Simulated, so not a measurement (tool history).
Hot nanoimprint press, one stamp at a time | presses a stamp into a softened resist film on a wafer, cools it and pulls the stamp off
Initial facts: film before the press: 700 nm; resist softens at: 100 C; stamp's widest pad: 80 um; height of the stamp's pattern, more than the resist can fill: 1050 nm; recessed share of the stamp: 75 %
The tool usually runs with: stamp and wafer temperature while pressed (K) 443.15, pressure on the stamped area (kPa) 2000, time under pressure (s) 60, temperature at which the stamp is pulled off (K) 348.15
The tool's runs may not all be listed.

run	hour	stamp and wafer temperature while pressed (K)	pressure on the stamped area (kPa)	time under pressure (s)	temperature at which the stamp is pulled off (K)	resist left under the stamp's widest pad (angstrom)	greatest force while the stamp is pulled off (N)
1	0	443.15	2000	60	348.15	3506	255
2	5.7	443.15	1920	60	348.15	3558	260
3	17.4	443.15	1920	60	348.15	3557	264
4	28.8	443.15	1920	60	348.15	3554	261
5	37.4	443.15	1920	60	348.15	3535	269
6	47.4	443.15	2000	60	348.15	3497	272
7	54.2	443.15	2000	60	348.15	3490	280
8	65.2	443.15	3200	54	348.15	3016	274
9	72.7	443.15	3200	86	342.15	2484	319
10	81.7	444.15	2640	60	348.15	3012	270
11	93.7	437.15	2260	33	349.15	5025	268

Forecast each of these 3 alternatives for the next run:
A	103.9	437.15	2260	96	349.15	?	?
B	103.9	438.15	2260	55	349.15	?	?
C	103.9	447.15	2830	33	349.15	?	?

run	resist left under the stamp's widest pad (angstrom)	greatest force while the stamp is pulled off (N)
A	3611	275
B	4208	279
C	3241	280
Without the tool's unlogged condition, the same runs would have read:
run	resist left under the stamp's widest pad (angstrom)	greatest force while the stamp is pulled off (N)
A	3700	225
B	4297	228
C	3301	229
